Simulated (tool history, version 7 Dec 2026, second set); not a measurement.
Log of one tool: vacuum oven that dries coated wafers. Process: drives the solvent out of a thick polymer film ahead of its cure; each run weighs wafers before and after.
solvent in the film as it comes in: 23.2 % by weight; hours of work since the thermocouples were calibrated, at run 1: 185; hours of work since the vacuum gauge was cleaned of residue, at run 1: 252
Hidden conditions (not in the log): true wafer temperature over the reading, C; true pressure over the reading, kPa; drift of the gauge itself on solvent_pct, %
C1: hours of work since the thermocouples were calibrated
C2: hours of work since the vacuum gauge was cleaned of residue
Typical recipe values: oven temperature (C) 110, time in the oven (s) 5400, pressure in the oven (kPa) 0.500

Run 1, hour 0.0: usual settings; C1 185; C2 252. Result: solvent left in the film (%) 1.52.
Run 2, hour 54.9: usual settings; C1 211; C2 279. Result: solvent left in the film (%) 1.52.
Run 3, hour 112.1: usual settings but oven temperature (C) 113; C1 239; C2 307. Result: solvent left in the film (%) 1.13.
Run 4, hour 176.6: usual settings but pressure in the oven (kPa) 1.200; C1 271; C2 338. Result: solvent left in the film (%) 2.45.
Run 5, hour 223.4: usual settings but time in the oven (s) 7920; C1 294; C2 361. Result: solvent left in the film (%) 0.98.
Run 6, hour 272.0: usual settings but time in the oven (s) 7920, pressure in the oven (kPa) 0.449; C1 318; C2 385. Result: solvent left in the film (%) 0.88.
Run 7, hour 336.9: usual settings but oven temperature (C) 104, pressure in the oven (kPa) 0.356; C1 350; C2 417. Result: solvent left in the film (%) 3.03.
Run 8, hour 376.1: usual settings but oven temperature (C) 121, time in the oven (s) 5340, pressure in the oven (kPa) 0.850; C1 369; C2 436. Result: solvent left in the film (%) 0.94.
Run 9, hour 448.8: usual settings but oven temperature (C) 122, time in the oven (s) 6180, pressure in the oven (kPa) 1.383; C1 404; C2 472. Result: solvent left in the film (%) 1.26.
Run 10, hour 513.9: usual settings but oven temperature (C) 122, time in the oven (s) 6180, pressure in the oven (kPa) 1.383; C1 436; C2 503. Result: solvent left in the film (%) 1.34.
Run 11, hour 556.7: usual settings but time in the oven (s) 7680, pressure in the oven (kPa) 0.600; C1 457; C2 524. Result: solvent left in the film (%) 1.24.
Run 12, hour 617.6: usual settings but oven temperature (C) 105, pressure in the oven (kPa) 1.803; C1 487; C2 554. Result: solvent left in the film (%) 5.04.

5 ways to go on from here, each from the tool as it stands after run 12. What would each give?
Run A, hour 670.2: usual settings but pressure in the oven (kPa) 0.738; C1 513; C2 580. Result: solvent left in the film (%) ?.
Run B, hour 670.2: usual settings but oven temperature (C) 100, time in the oven (s) 8580, pressure in the oven (kPa) 1.739; C1 513; C2 580. Result: solvent left in the film (%) ?.
Run C, hour 670.2: usual settings but oven temperature (C) 105, time in the oven (s) 5040, pressure in the oven (kPa) 0.253; C1 513; C2 580. Result: solvent left in the film (%) ?.
Run D, hour 670.2: usual settings but oven temperature (C) 99, time in the oven (s) 5040, pressure in the oven (kPa) 1.255; C1 513; C2 580. Result: solvent left in the film (%) ?.
Run E, hour 670.2: usual settings but time in the oven (s) 2700, pressure in the oven (kPa) 0.253; C1 513; C2 580. Result: solvent left in the film (%) ?.

run  solvent left in the film (%)
  A                          1.96
  B                          4.98
  C                          3.07
  D                          7.07
  E                          4.61
Stripped of hidden state, with their random variation kept, the same runs would have yielded:
run  solvent left in the film (%)
  A                          1.69
  B                          4.56
  C                          2.69
  D                          6.57
  E                          4.20
